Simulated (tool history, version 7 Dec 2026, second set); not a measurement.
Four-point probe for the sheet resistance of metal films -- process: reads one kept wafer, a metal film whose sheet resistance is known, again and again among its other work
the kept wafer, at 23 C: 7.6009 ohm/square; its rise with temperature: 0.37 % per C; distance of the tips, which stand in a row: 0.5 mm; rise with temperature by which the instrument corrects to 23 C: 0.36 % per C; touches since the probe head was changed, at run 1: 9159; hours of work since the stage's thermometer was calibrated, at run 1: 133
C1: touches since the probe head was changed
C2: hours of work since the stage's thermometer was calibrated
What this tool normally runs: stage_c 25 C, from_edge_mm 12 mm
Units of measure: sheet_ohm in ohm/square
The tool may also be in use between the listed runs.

{"run": 1, "hour": 0.0, "stage_c": 25, "from_edge_mm": 12, "C1": 9159, "C2": 133, "sheet_ohm": 7.603959}
{"run": 2, "hour": 11.5, "stage_c": 27, "from_edge_mm": 12, "C1": 9422, "C2": 140, "sheet_ohm": 7.604827}
{"run": 3, "hour": 26.9, "stage_c": 27, "from_edge_mm": 12, "C1": 9772, "C2": 148, "sheet_ohm": 7.604711}
{"hour": 28.5, "done": "stage's thermometer calibrated"}
{"run": 4, "hour": 43.7, "stage_c": 27, "from_edge_mm": 12, "C1": 10144, "C2": 8, "sheet_ohm": 7.60487}
{"run": 5, "hour": 54.7, "stage_c": 27, "from_edge_mm": 12, "C1": 10395, "C2": 14, "sheet_ohm": 7.604588}
{"run": 6, "hour": 61.4, "stage_c": 27, "from_edge_mm": 12, "C1": 10547, "C2": 18, "sheet_ohm": 7.605458}
{"hour": 64.4, "done": "stage's thermometer calibrated, once more"}
{"run": 7, "hour": 69.4, "stage_c": 27, "from_edge_mm": 12, "C1": 10717, "C2": 3, "sheet_ohm": 7.606865}
{"run": 8, "hour": 76.0, "stage_c": 25, "from_edge_mm": 4, "C1": 10868, "C2": 6, "sheet_ohm": 7.664186}
{"run": 9, "hour": 82.7, "stage_c": 26, "from_edge_mm": 10, "C1": 11022, "C2": 10, "sheet_ohm": 7.607537}
{"run": 10, "hour": 90.3, "stage_c": 26, "from_edge_mm": 10, "C1": 11195, "C2": 14, "sheet_ohm": 7.609184}
{"run": 11, "hour": 104.9, "stage_c": 26, "from_edge_mm": 15, "C1": 11527, "C2": 22, "sheet_ohm": 7.600507}

4 options for the next run, each taken on its own from the tool as it stands now. Forecast them:
{"run": "A", "hour": 113.8, "stage_c": 25, "from_edge_mm": 25, "C1": 11728, "C2": 26, "sheet_ohm": "?"}
{"run": "B", "hour": 113.8, "stage_c": 25, "from_edge_mm": 3, "C1": 11728, "C2": 26, "sheet_ohm": "?"}
{"run": "C", "hour": 113.8, "stage_c": 25, "from_edge_mm": 3, "C1": 11728, "C2": 26, "sheet_ohm": "?"}
{"run": "D", "hour": 113.8, "stage_c": 19, "from_edge_mm": 22, "C1": 11728, "C2": 26, "sheet_ohm": "?"}

run=A sheet_ohm=7.59924
run=B sheet_ohm=7.705111
run=C sheet_ohm=7.708813
run=D sheet_ohm=7.594255
The same runs, with their run-to-run variation unchanged, on a tool lacking any hidden condition would have given:
run=A sheet_ohm=7.60577
run=B sheet_ohm=7.711723
run=C sheet_ohm=7.715428
run=D sheet_ohm=7.600751
